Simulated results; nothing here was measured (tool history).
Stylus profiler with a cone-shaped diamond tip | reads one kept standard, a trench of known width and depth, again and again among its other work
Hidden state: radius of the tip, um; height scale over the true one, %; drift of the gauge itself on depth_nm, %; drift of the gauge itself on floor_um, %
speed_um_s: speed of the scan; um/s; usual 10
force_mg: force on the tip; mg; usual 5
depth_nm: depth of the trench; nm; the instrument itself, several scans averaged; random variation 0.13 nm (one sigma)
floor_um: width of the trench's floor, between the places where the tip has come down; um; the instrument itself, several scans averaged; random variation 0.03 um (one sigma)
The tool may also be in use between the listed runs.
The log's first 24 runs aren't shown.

run,day,speed_um_s,force_mg,scans with this tip,hours of work since the height scale was calibrated,depth_nm,floor_um
25,81.708,10,6.43,17019,168,1032.49,96.51
26,86.096,10,6.43,17451,216,1032.37,96.5
27,88.979,10,2.79,17735,248,1018.23,96.49
28,91.125,23,4.64,17946,271,1025.71,96.44
29,93.804,23,4.64,18210,301,1026.06,96.44
30,96.804,2,10.61,18505,334,1045.43,96.52
31,101.017,2,10.48,18920,380,1044.83,96.52
32,103.938,3,4.32,19208,412,1024.62,96.42
33,106.229,3,4.32,19433,437,1024.73,96.48
34,110.088,3,5.97,19814,480,1030.77,96.49
35,112.921,3,5.97,20093,511,1030.74,96.53
36,117.429,3,2.93,20536,560,1019.21,96.48
37,121.288,3,2.93,20917,603,1019.32,96.57
38,123.858,3,2.93,21170,631,1019.27,96.54
39,126.571,13,14.91,21437,661,1056.81,96.48
40,130.638,13,14.91,21837,706,1056.84,96.49
41,135.275,4,5,22294,756,1027.37,96.5
42,139.875,35,1.71,22747,807,1013.23,96.33
43,142.283,35,1.71,22984,834,1013.43,96.29
# day 142.646: height scale calibrated on a step standard
44,146.658,2,5,23413,44,1027.2,96.53
45,149.725,2,5,23715,78,1027.34,96.53
46,153.283,2,4.1,24065,117,1024.01,96.49

3 ways to go on from here, each from the tool as it stands after run 46. What would each give?
A,156.171,11,4.1,24350,149,?,?
B,156.171,10,14.27,24350,149,?,?
C,156.171,2,5,24350,149,?,?

run,depth_nm,floor_um
A,1023.94,96.47
B,1055.46,96.52
C,1027.17,96.53
Without the tool's hidden state the same runs would have given:
run,depth_nm,floor_um
A,1023.94,96.49
B,1055.46,96.53
C,1027.17,96.55
